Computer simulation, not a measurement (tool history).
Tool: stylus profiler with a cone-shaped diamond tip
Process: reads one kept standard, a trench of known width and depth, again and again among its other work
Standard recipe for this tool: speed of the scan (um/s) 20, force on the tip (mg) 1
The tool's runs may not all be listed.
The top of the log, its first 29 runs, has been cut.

run,day,speed of the scan (um/s),force on the tip (mg),scans with this tip,hours of work since the height scale was calibrated,depth of the trench (nm),width of the trench's floor (µm)
30,40.133,38,0.48,8602,738,1003.43,26.14
31,42.012,38,0.48,8871,761,1003.69,26.11
32,43.308,38,0.48,9056,777,1003.62,26.11
33,45.004,38,0.48,9298,798,1003.27,26.17
34,45.929,38,0.48,9430,809,1003.13,26.15
35,47.45,38,0.48,9648,828,1003.82,26.13
36,49.421,16,0.36,9930,852,1003.04,26.34
37,51.333,24,2.34,10203,876,1009.65,26.41
38,52.617,24,2.34,10387,891,1009.88,26.39
39,54.25,5,1,10620,911,1005.6,26.53
40,55.962,43,2.45,10865,932,1010.05,26.32
41,56.892,43,2.45,10998,944,1010.4,26.28
42,58.458,29,0.89,11221,963,1005.36,26.26
43,59.479,32,2.4,11367,976,1010.01,26.35
44,61.179,51,0.82,11610,996,1004.73,26.11

Branching from run 44: 5 alternative next runs. What would each branch give?
A,62.05,5,2.5,11735,1007,?,?
B,62.05,7,1,11735,1007,?,?
C,62.05,23,1,11735,1007,?,?
D,62.05,40,2.36,11735,1007,?,?
E,62.05,72,0.46,11735,1007,?,?

run,depth of the trench (nm),width of the trench's floor (µm)
A,1010.46,26.49
B,1005.67,26.52
C,1006.23,26.33
D,1010.11,26.33
E,1003.73,25.73
Take away the tool's hidden state, keep each run's random variation, and the runs would have read:
run,depth of the trench (nm),width of the trench's floor (µm)
A,1010.39,26.51
B,1005.6,26.55
C,1006.15,26.36
D,1010.04,26.35
E,1003.66,25.76

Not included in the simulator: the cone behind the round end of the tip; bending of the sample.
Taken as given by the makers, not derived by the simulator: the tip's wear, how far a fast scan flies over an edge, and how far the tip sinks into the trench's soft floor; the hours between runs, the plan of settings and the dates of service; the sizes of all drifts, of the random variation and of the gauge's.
